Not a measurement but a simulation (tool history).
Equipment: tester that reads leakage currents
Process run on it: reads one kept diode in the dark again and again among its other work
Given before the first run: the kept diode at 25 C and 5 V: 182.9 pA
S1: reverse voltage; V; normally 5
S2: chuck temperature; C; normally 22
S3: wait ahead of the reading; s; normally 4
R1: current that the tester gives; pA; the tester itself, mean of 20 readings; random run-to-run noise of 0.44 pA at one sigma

| run | hour | S1 | S2 | S3 | R1 |
|---|---|---|---|---|---|
| 1 | 0 | 5 | 22 | 4 | 140.38 |
| 2 | 68.5 | 5 | 22 | 5.12 | 140.15 |
| 3 | 189.2 | 5 | 22 | 5.12 | 139.27 |
| 4 | 265.1 | 5 | 22 | 5.12 | 138.96 |
| 5 | 404.3 | 5 | 22 | 5.12 | 138.13 |
|  | 495.2 | tester calibrated |
| 6 | 499 | 5 | 22 | 5.12 | 135.54 |
| 7 | 562 | 5 | 32 | 4 | 285.71 |
| 8 | 657.2 | 5 | 23 | 4 | 144.96 |
| 9 | 765.8 | 5 | 23 | 4 | 143.35 |
| 10 | 844.9 | 5 | 23 | 4 | 142.83 |
| 11 | 955.3 | 11.68 | 23 | 4 | 234.74 |
| 12 | 1073.8 | 5 | 22 | 7.8 | 130.76 |
| 13 | 1143.8 | 5 | 22 | 4 | 131.02 |
| 14 | 1231.7 | 4.71 | 22 | 4 | 125.54 |
| 15 | 1368.9 | 5 | 22 | 3.19 | 128.96 |
| 16 | 1474.8 | 18.56 | 22 | 4 | 277.74 |
| 17 | 1537.5 | 18.56 | 22 | 4 | 277.07 |
| 18 | 1625.2 | 5 | 22 | 4 | 126.73 |
| 19 | 1720.9 | 5 | 22 | 4 | 125.48 |
| 20 | 1804.2 | 5 | 53 | 4 | 1116.44 |
| 21 | 1879.5 | 5 | 53 | 4 | 1117.75 |
| 22 | 1985.6 | 14.06 | 27 | 4 | 337.03 |
| 23 | 2103.4 | 5 | 57 | 0.42 | 1422.78 |
| 24 | 2218 | 1.1 | 41 | 1.01 | 202.97 |
| 25 | 2313.5 | 1.1 | 54 | 1.12 | 479.35 |
|  | 2339.2 | chuck's temperature calibrated |
| 26 | 2415.8 | 1.1 | 54 | 1.12 | 553.2 |
| 27 | 2557.2 | 1.1 | 54 | 1.12 | 546.35 |
| 28 | 2678.7 | 9.34 | 22 | 7.08 | 206.9 |
| 29 | 2772.3 | 2.91 | 31 | 7.08 | 202.87 |
| 30 | 2904.2 | 4.76 | 31 | 7.08 | 267.67 |
| 31 | 2963.1 | 4.76 | 31 | 7.08 | 267.85 |
| 32 | 3040.3 | 9.95 | 22 | 1.68 | 209.59 |
| 33 | 3164.8 | 1.24 | 22 | 1.68 | 61.06 |
| 34 | 3261.2 | 1.24 | 57 | 1.55 | 687.43 |
| 35 | 3359.1 | 8.11 | 36 | 8.27 | 512.78 |
| 36 | 3460.1 | 5 | 40 | 1.37 | 508.06 |
| 37 | 3553.5 | 5 | 40 | 0.66 | 506.23 |

Pick out some run-to-run changes in R1. Of each, how much would a tool without hidden state show as well, from the settings, what came in and chance, and how much is left for the hidden state and any gauge scatter not in both results compared?
Unlogged tool condition in this case: stray current of the dirty probe card, pA a volt; current scale over the true one, %; true chuck temperature over the reading, C; drift of the gauge itself on leakage_pa, %.
Run 19 -> 20: S2 22 -> 53. R1 +990.96 pA: hidden state -134.38, all else +1125.34.
Run 22 -> 23: S1 14.06 -> 5, S2 27 -> 57, S3 4 -> 0.42. R1 +1085.75 pA: hidden state -158.43, all else +1244.18.
Run 23 -> 24: S1 5 -> 1.1, S2 57 -> 41, S3 0.42 -> 1.01. R1 -1219.81 pA: hidden state +178.62, all else -1398.43.
